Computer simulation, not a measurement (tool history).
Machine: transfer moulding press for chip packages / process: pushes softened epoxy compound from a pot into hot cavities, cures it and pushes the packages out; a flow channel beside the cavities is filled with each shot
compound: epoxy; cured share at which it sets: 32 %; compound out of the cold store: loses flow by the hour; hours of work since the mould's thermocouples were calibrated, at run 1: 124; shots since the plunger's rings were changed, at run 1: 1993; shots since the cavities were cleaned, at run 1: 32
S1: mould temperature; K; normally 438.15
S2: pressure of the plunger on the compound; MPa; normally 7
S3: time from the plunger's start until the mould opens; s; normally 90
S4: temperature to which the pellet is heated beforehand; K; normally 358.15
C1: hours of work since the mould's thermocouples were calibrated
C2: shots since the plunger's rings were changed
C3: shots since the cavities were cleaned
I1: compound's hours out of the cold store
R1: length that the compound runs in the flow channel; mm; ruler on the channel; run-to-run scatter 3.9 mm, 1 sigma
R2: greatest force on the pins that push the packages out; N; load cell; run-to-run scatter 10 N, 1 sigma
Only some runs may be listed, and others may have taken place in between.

run    hour      S1    S2   S3      S4   C1    C2   C3    I1   R1   R2
  1       0  438.15     7   90  358.15  124  1993   32  26.6  514  457
         52  -- cavities cleaned with cleaning compound and waxed
  2    52.8  438.15     7   90  358.15  147  2387    7  17.4  529  465
  3   104.6  438.15     7   90  358.15  169  2783  403  33.9  493  459
      110.4  -- cavities cleaned with cleaning compound and waxed
      165.7  -- cavities cleaned with cleaning compound and waxed
  4     166  438.15     7   90  358.15  195  3231    1  31.4  501  448
      221.2  -- cavities cleaned with cleaning compound and waxed
  5   223.6  438.15     7   90  358.15  219  3662   18  31.1  503  461
  6   267.2  438.15  6.97   90  358.15  238  3996  352  27.3  504  470
      282.8  -- cavities cleaned with cleaning compound and waxed
  7   297.8  438.15  6.47   90  358.15  250  4219  114  36.1  476  467
      341.5  -- cavities cleaned with cleaning compound and waxed
  8   344.9  438.15  6.47   90  358.15  270  4570   26  36.5  479  470
  9   375.8  438.15  6.47   90  358.15  284  4806  262  39.3  464  451
      402.2  -- cavities cleaned with cleaning compound and waxed
      434.4  -- plunger's sealing rings changed
 10   437.9  436.15     7   90  358.15  309    27  255  20.7  535  552
      462.6  -- cavities cleaned with cleaning compound and waxed
 11   472.9  436.15     7   90  358.15  323   284   79  11.9  556  505
 12   512.8  438.15     7  114  358.15  341   590  385  16.1  532  427
      520.8  -- cavities cleaned with cleaning compound and waxed
 13   571.3  438.15     7  114  362.15  366  1027  387  33.3  500  418
        577  -- cavities cleaned with cleaning compound and waxed
 14   601.3  438.15     7  114  362.15  378  1246  187  36.7  488  389
      637.5  -- cavities cleaned with cleaning compound and waxed
 15   647.5  438.15     7  114  362.15  397  1589   77  13.9  540  424
      693.8  -- cavities cleaned with cleaning compound and waxed
 16   713.4  438.15  7.92  122  358.15  425  2083  150  44.8  504  413
 17   744.9  435.15  8.18  120  365.15  439  2325  392  24.4  570  432
      749.6  -- cavities cleaned with cleaning compound and waxed
      805.9  -- cavities cleaned with cleaning compound and waxed
 18   813.9  440.15     7   97  360.15  468  2831   62  36.1  483  400
 19   843.6  431.15     7   90  361.15  481  3059  290  22.7  541  706
      865.3  -- cavities cleaned with cleaning compound and waxed
 20   915.3  431.15  7.06  123  362.15  511  3597  383  38.1  504  449
      924.9  -- cavities cleaned with cleaning compound and waxed
 21   957.3  431.15     7   90  358.15  529  3908  249  43.2  490  652
      981.9  -- cavities cleaned with cleaning compound and waxed
 22   992.5  438.15  6.72  120  358.15  543  4167   82  42.9  470  409
     1037.6  -- cavities cleaned with cleaning compound and waxed
 23  1044.1  435.15  6.72  102  358.15  565  4551   50  37.1  492  467
     1093.5  -- cavities cleaned with cleaning compound and waxed
 24  1093.8  437.15  6.02  114  350.15  586  4920    2  32.6  465  420

Forecast run 25:
     1101.9  -- mould's thermocouples calibrated
 25  1124.6  438.15   7  90  359.15  10  5142  224  11.2   ?   ?

{"run 25": {"R1": 547, "R2": 477}}
Were there no unlogged condition in the tool, this run, its random variation unchanged, would have produced R1 548 mm, R2 474 N.

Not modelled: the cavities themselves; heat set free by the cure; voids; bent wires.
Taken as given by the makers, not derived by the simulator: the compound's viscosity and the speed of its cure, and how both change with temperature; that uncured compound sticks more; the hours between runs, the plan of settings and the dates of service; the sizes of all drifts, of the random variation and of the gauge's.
